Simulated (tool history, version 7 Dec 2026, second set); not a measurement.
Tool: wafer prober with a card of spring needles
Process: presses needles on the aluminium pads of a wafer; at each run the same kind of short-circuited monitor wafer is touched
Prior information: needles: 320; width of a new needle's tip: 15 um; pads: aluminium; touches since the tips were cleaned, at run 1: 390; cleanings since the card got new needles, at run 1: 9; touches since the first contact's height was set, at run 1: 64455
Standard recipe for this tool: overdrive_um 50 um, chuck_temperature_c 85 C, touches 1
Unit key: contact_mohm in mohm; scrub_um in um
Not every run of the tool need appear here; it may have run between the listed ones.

run,hour,overdrive_um,chuck_temperature_c,touches,touches since the tips were cleaned,cleanings since the card got new needles,touches since the first contact's height was set,contact_mohm,scrub_um
1,0.0,50,85,1,390,9,64455,226,6.13
# hour 18.4: tips cleaned on abrasive film
# hour 36.9: tips cleaned on abrasive film
2,44.2,50,85,1,2983,11,82292,226,6.18
# hour 56.3: tips cleaned on abrasive film
# hour 75.1: tips cleaned on abrasive film
3,80.1,50,85,1,2036,13,96751,225,6.17
# hour 91.8: tips cleaned on abrasive film
4,107.0,50,85,1,6174,14,107620,225,6.14
# hour 109.7: tips cleaned on abrasive film
# hour 125.8: tips cleaned on abrasive film
# hour 145.6: tips cleaned on abrasive film
5,150.8,50,85,1,2106,17,125227,224,6.14
# hour 157.2: height of the first contact set anew
# hour 164.3: tips cleaned on abrasive film
6,179.6,50,30,1,6178,18,9012,211,6.20
# hour 183.6: tips cleaned on abrasive film
# hour 201.6: tips cleaned on abrasive film
7,213.7,50,30,1,4906,20,22764,210,6.16
# hour 217.8: tips cleaned on abrasive film
# hour 235.1: tips cleaned on abrasive film
8,248.0,50,32,1,5211,22,36564,210,6.15
# hour 252.0: tips cleaned on abrasive film
# hour 269.0: tips cleaned on abrasive film
# hour 286.2: tips cleaned on abrasive film
9,293.5,50,85,1,2949,25,54870,225,6.13
# hour 303.8: tips cleaned on abrasive film
# hour 320.8: tips cleaned on abrasive film
10,326.6,50,85,1,2340,27,68205,226,6.13
# hour 337.9: tips cleaned on abrasive film
11,348.4,50,85,1,4263,28,77028,229,6.21
# hour 355.7: tips cleaned on abrasive film
# hour 371.9: tips cleaned on abrasive film
12,371.9,50,85,1,0,30,86449,225,6.17
# hour 388.7: tips cleaned on abrasive film
# hour 405.9: tips cleaned on abrasive film
13,413.3,50,85,1,3015,32,103151,226,6.19
# hour 423.3: tips cleaned on abrasive film
# hour 439.7: tips cleaned on abrasive film
14,447.0,50,85,3,2948,34,116724,227,6.21
# hour 456.7: tips cleaned on abrasive film
15,467.8,50,85,3,4498,35,125109,224,6.22
# hour 472.6: height of the first contact set anew
# hour 475.0: tips cleaned on abrasive film
# hour 491.1: tips cleaned on abrasive film
# hour 507.7: tips cleaned on abrasive film
16,507.7,50,36,3,0,38,14098,211,6.21
# hour 526.9: tips cleaned on abrasive film
# hour 543.0: tips cleaned on abrasive film
17,543.0,50,36,3,0,40,28304,208,6.15
# hour 559.6: tips cleaned on abrasive film
# hour 577.1: tips cleaned on abrasive film
18,582.6,61,36,3,2243,42,44298,205,7.54
# hour 595.5: tips cleaned on abrasive film
# hour 614.9: tips cleaned on abrasive film
# hour 632.8: tips cleaned on abrasive film
19,634.1,50,53,2,530,45,65014,218,6.21
# hour 650.4: tips cleaned on abrasive film
# hour 667.1: tips cleaned on abrasive film
20,667.1,50,53,2,0,47,78306,217,6.22
# hour 684.5: tips cleaned on abrasive film
# hour 701.7: tips cleaned on abrasive film
21,717.2,50,53,2,6286,49,98536,217,6.22
# hour 719.4: tips cleaned on abrasive film
# hour 738.0: tips cleaned on abrasive film
22,753.6,50,49,3,6296,51,113199,212,6.25
# hour 756.2: tips cleaned on abrasive film
# hour 774.4: tips cleaned on abrasive film
23,774.9,43,85,1,231,53,121777,231,5.36
# hour 788.8: height of the first contact set anew
# hour 792.9: tips cleaned on abrasive film
# hour 810.4: tips cleaned on abrasive film
24,824.4,43,85,1,5671,55,14345,231,5.36
# hour 827.8: tips cleaned on abrasive film
# hour 844.8: tips cleaned on abrasive film
25,846.2,50,91,1,555,57,23080,226,6.22
# hour 861.3: tips cleaned on abrasive film
# hour 878.9: tips cleaned on abrasive film
# hour 895.3: tips cleaned on abrasive film
26,896.2,50,91,1,387,60,43239,226,6.25
# hour 912.1: tips cleaned on abrasive film
27,925.8,50,91,1,5578,61,55208,225,6.21
# hour 928.4: tips cleaned on abrasive film
# hour 946.8: tips cleaned on abrasive film
28,961.4,50,91,1,5899,63,69514,230,6.22
# hour 963.6: tips cleaned on abrasive film
# hour 979.5: tips cleaned on abrasive film
# hour 997.4: tips cleaned on abrasive film
29,1000.8,48,26,1,1388,66,85391,210,5.99

Results for each run, recomputed without the tool's hidden state and with each run's random variation untouched:
The tool's hidden condition here consists of: debris on the tips, nm; way that the needles fall short of the set height, um; tips' diameter, um; drift of the gauge itself on contact_mohm, %; drift of the gauge itself on scrub_um, %.
run,scrub_um
1,6.13
2,6.18
3,6.16
4,6.13
5,6.13
6,6.18
7,6.14
8,6.13
9,6.10
10,6.10
11,6.18
12,6.14
13,6.15
14,6.17
15,6.17
16,6.16
17,6.10
18,7.47
19,6.15
20,6.15
21,6.15
22,6.17
23,5.29
24,5.29
25,6.14
26,6.16
27,6.12
28,6.12
29,5.89
contact_mohm: within 1 mohm of the measured result in every run.

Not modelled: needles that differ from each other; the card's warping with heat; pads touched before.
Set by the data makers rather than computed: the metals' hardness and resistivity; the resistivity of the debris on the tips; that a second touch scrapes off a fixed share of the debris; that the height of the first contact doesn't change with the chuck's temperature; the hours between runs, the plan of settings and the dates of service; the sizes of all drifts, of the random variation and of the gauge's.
